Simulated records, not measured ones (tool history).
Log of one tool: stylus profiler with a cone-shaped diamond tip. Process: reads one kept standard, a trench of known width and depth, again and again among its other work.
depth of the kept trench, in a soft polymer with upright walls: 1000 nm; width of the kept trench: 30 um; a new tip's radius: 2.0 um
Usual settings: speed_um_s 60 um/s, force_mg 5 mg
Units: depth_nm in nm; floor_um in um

run	hour	speed_um_s	force_mg	depth_nm	floor_um
1	0	60	5	1022.8	26.42
2	63.5	60	5	1023.21	26.42
3	157.7	60	5	1022.95	26.45
4	215.5	60	11.91	1041.35	26.43
5	334.4	60	5	1022.72	26.4
6	408.3	60	5	1023.07	26.41
7	486.1	184	5.48	1024.42	26.23
8	535.5	52	4.09	1020.35	26.45
9	635.8	140	4.09	1019.99	26.29
10	713.1	17	12.59	1042.78	26.56
11	798.1	62	14.39	1047.39	26.44
12	893.2	232	1.89	1012.28	25.88

4 ways to go on from here, each from the tool as it stands after run 12. What would each give?
A	984.3	219	4.59	?	?
B	984.3	39	9.99	?	?
C	984.3	193	12.5	?	?
D	984.3	60	6.97	?	?

run	depth_nm	floor_um
A	1022.28	26.18
B	1036.81	26.49
C	1042.57	26.33
D	1028.73	26.42
Without the tool's hidden state the same runs would have given:
run	depth_nm	floor_um
A	1022.31	26.19
B	1036.84	26.49
C	1042.61	26.34
D	1028.76	26.43
